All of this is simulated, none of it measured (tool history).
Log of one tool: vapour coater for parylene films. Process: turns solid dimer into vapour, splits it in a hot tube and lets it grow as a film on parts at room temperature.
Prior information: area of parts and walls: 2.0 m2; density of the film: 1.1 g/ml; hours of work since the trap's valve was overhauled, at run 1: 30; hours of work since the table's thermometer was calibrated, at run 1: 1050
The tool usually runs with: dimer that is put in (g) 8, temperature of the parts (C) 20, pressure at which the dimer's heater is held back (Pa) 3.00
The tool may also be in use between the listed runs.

run    hour  dimer that is put in (g)  temperature of the parts (C)  pressure at which the dimer's heater is held back (Pa)  hours of work since the trap's valve was overhauled  hours of work since the table's thermometer was calibrated  thickness of the film (um)
  1     0.0                         8                            20                                                    3.00                                                   30                                                        1050                        2.51
  2    40.2                         8                            20                                                    3.00                                                   57                                                        1078                        2.51
  3    92.3                         8                            20                                                    3.00                                                   93                                                        1114                        2.48
  4   162.5                         8                            20                                                    3.00                                                  142                                                        1162                        2.58
  5   219.6                         8                            20                                                    3.00                                                  181                                                        1202                        2.52
  6   254.9                         8                            20                                                    3.00                                                  206                                                        1226                        2.54
  7   287.3                         8                            20                                                    3.00                                                  228                                                        1248                        2.58
  8   339.4                         8                            20                                                    3.00                                                  264                                                        1284                        2.55
  9   374.1                         8                            20                                                    3.00                                                  288                                                        1308                        2.53
      425.6  -- trap's valve overhauled
 10   441.6                         8                            20                                                    3.00                                                   11                                                        1352                        2.55
 11   500.0                         8                            20                                                    3.00                                                   51                                                        1392                        2.54
 12   535.0                         5                            21                                                    8.42                                                   76                                                        1417                        1.27
 13   588.3                         4                            20                                                    6.80                                                  112                                                        1454                        1.08
 14   653.7                         9                            20                                                   10.78                                                  158                                                        1499                        2.33
 15   710.7                         4                            20                                                   10.78                                                  197                                                        1538                        1.06
 16   755.2                         5                            28                                                    3.00                                                  228                                                        1569                        1.34
 17   824.5                         6                            20                                                   10.13                                                  276                                                        1617                        1.53
 18   868.6                         3                            19                                                   10.13                                                  306                                                        1647                        0.76
      899.0  -- trap's valve overhauled
 19   938.9                         3                            13                                                   10.13                                                   28                                                        1693                        0.90
      983.1  -- table's thermometer calibrated
 20   988.2                         3                            28                                                   10.13                                                   61                                                           4                        0.67
 21  1036.5                         5                            20                                                    9.37                                                   94                                                          37                        1.29
 22  1090.0                         8                            13                                                    2.92                                                  131                                                          74                        2.92

Branching from run 22: 4 alternative next runs. What would each branch give?
  A  1143.3                         8                            23                                                    4.89                                                  168                                                         111                           ?
  B  1143.3                         6                            30                                                    2.87                                                  168                                                         111                           ?
  C  1143.3                        14                            20                                                    8.10                                                  168                                                         111                           ?
  D  1143.3                        11                            13                                                    2.92                                                  168                                                         111                           ?

run  thickness of the film (um)
  A                        2.28
  B                        1.62
  C                        3.73
  D                        4.00
Without the tool's hidden state the same runs would have given:
run  thickness of the film (um)
  A                        2.29
  B                        1.63
  C                        3.74
  D                        4.01
